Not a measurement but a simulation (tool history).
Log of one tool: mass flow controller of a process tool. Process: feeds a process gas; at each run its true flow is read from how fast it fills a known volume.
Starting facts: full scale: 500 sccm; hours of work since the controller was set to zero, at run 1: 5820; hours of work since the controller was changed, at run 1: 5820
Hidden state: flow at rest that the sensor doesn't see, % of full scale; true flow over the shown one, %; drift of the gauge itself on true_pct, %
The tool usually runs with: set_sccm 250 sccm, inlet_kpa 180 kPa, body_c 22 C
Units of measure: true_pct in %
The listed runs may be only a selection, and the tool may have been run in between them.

run	hour	set_sccm	inlet_kpa	body_c	hours of work since the controller was set to zero	hours of work since the controller was changed	true_pct
1	0	250	180	22	5820	5820	100.26
2	115.4	171	180	22	5899	5899	100.96
3	272.4	171	180	22	6006	6006	100.94
4	382.6	250	180	22	6082	6082	100.29
5	560.1	250	148	22	6203	6203	100.39
6	698.2	250	148	22	6298	6298	100.44
7	866.7	250	148	22	6414	6414	100.43
8	942.3	290	175	22	6465	6465	100.24
# hour 968.7: controller exchanged for a calibrated one
9	1088.3	137	154	20	82	82	99.05
10	1254.5	137	168	27	196	196	98.76
11	1365.5	250	180	37	272	272	98.58
12	1516.6	250	180	37	375	375	98.69
13	1627.8	250	180	37	452	452	98.54
14	1757.4	251	180	22	541	541	99.33

Each row is a separate what-if for the run after 14, all from the same tool condition, not one after another. Results?
A	1942.7	234	180	38	668	668	?
B	1942.7	250	248	22	668	668	?
C	1942.7	53	150	34	668	668	?

run	true_pct
A	98.51
B	99.43
C	99.33
Without the tool's unlogged condition, the same runs would have read:
run	true_pct
A	98.36
B	99.3
C	97.88
